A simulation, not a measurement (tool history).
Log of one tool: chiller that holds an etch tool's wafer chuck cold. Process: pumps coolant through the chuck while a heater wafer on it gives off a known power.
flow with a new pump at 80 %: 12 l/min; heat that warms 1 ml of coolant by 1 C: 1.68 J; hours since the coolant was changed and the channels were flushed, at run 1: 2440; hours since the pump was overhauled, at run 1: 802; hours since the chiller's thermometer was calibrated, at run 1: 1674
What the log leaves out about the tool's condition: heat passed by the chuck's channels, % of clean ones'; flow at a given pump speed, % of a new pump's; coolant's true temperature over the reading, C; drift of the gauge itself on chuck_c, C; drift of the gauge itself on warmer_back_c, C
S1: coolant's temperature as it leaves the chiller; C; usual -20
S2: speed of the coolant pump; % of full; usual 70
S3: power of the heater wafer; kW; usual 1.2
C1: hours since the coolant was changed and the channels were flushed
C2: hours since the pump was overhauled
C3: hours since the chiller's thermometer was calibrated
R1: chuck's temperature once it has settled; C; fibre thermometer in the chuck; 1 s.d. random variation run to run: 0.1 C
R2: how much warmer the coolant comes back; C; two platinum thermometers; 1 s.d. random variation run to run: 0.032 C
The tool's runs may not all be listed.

Run 1, day 0: usual settings; C1 2440; C2 802; C3 1674. Result: R1 -9.9 C, R2 4.17 C.
Run 2, day 0.762: usual settings but S3 1.407 kW; C1 2458; C2 821; C3 1692. Result: R1 -8.3 C, R2 4.83 C.
Run 3, day 2.212: usual settings but S3 1.031 kW; C1 2493; C2 855; C3 1727. Result: R1 -11.1 C, R2 3.63 C.
Run 4, day 3.008: usual settings but S1 -10 C; C1 2512; C2 875; C3 1746. Result: R1 0.2 C, R2 4.15 C.
Run 5, day 3.896: usual settings but S1 -10 C, S2 93 % of full; C1 2534; C2 896; C3 1768. Result: R1 -1.7 C, R2 3.06 C.
Run 6, day 4.921: usual settings; C1 2558; C2 920; C3 1792. Result: R1 -9.9 C, R2 4.21 C.
Run 7, day 6.308: usual settings; C1 2592; C2 954; C3 1825. Result: R1 -9.7 C, R2 4.21 C.
Run 8, day 7.288: usual settings but S1 -19 C, S2 68 % of full; C1 2615; C2 977; C3 1849. Result: R1 -8.5 C, R2 4.32 C.
Run 9, day 8.15: usual settings but S2 88 % of full, S3 1.365 kW; C1 2636; C2 998; C3 1870. Result: R1 -10.2 C, R2 3.74 C.
Run 10, day 9.325: usual settings but S2 83 % of full, S3 0.634 kW; C1 2664; C2 1026; C3 1898. Result: R1 -15.2 C, R2 1.88 C.
Run 11, day 10.862: usual settings but S2 71 % of full, S3 0.634 kW; C1 2701; C2 1063; C3 1935. Result: R1 -14.7 C, R2 2.24 C.
Run 12, day 12.558: usual settings but S2 71 % of full, S3 0.634 kW; C1 2742; C2 1104; C3 1976. Result: R1 -14.7 C, R2 2.27 C.
Run 13, day 14.079: usual settings but S1 -18 C, S2 91 % of full; C1 2778; C2 1140; C3 2012. Result: R1 -9.6 C, R2 3.17 C.

Here are 4 independent what-if runs from the current tool condition. What would each one return?
Run A, day 15.171: usual settings but S2 73 % of full, S3 0.84 kW; C1 2804; C2 1166; C3 2038. Result: R1 ?, R2 ?.
Run B, day 15.171: usual settings but S1 -25 C, S2 91 % of full; C1 2804; C2 1166; C3 2038. Result: R1 ?, R2 ?.
Run C, day 15.171: usual settings but S1 -12 C; C1 2804; C2 1166; C3 2038. Result: R1 ?, R2 ?.
Run D, day 15.171: usual settings but S2 81 % of full; C1 2804; C2 1166; C3 2038. Result: R1 ?, R2 ?.

run     R1    R2
  A  -13.4  2.93
  B  -16.9  3.27
  C   -1.9   4.3
  D  -10.9  3.66
Had the tool no hidden state, the same runs would have come out as:
run     R1    R2
  A  -13.4  2.79
  B  -16.9  3.13
  C   -1.9  4.16
  D  -10.9  3.52
